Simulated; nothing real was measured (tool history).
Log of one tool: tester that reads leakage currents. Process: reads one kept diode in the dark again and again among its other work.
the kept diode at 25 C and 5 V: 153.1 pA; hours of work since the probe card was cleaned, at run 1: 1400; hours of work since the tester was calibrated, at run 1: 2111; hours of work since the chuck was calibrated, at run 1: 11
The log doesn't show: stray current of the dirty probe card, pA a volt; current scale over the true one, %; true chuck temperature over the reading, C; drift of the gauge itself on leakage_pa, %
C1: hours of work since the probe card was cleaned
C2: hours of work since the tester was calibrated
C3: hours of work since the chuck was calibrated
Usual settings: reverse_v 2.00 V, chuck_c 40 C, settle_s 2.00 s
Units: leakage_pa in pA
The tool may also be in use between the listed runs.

Run 1, hour 0.0: usual settings; C1 1400; C2 2111; C3 11. Result: leakage_pa 306.01 pA.
Run 2, hour 107.6: usual settings; C1 1462; C2 2173; C3 73. Result: leakage_pa 308.46 pA.
Run 3, hour 239.7: usual settings; C1 1539; C2 2249; C3 149. Result: leakage_pa 310.61 pA.
Run 4, hour 303.4: usual settings but reverse_v 2.61 V; C1 1575; C2 2286; C3 185. Result: leakage_pa 350.80 pA.
Run 5, hour 375.0: usual settings; C1 1617; C2 2327; C3 227. Result: leakage_pa 311.96 pA.
At hour 399.6: tester calibrated.
Run 6, hour 448.1: usual settings but settle_s 4.54 s; C1 1658; C2 28; C3 268. Result: leakage_pa 313.56 pA.
Run 7, hour 531.6: usual settings but settle_s 4.54 s; C1 1706; C2 76; C3 316. Result: leakage_pa 314.45 pA.
Run 8, hour 626.1: usual settings but settle_s 4.54 s; C1 1760; C2 131; C3 370. Result: leakage_pa 316.94 pA.
Run 9, hour 734.9: usual settings but settle_s 4.54 s; C1 1823; C2 193; C3 433. Result: leakage_pa 317.86 pA.

Forecast run 10:
Run 10, hour 799.3: usual settings but settle_s 4.54 s; C1 1860; C2 230; C3 470. Result: leakage_pa ?.

leakage_pa: 319.08 pA
Without the tool's hidden state the same run would have given leakage_pa 301.45 pA.

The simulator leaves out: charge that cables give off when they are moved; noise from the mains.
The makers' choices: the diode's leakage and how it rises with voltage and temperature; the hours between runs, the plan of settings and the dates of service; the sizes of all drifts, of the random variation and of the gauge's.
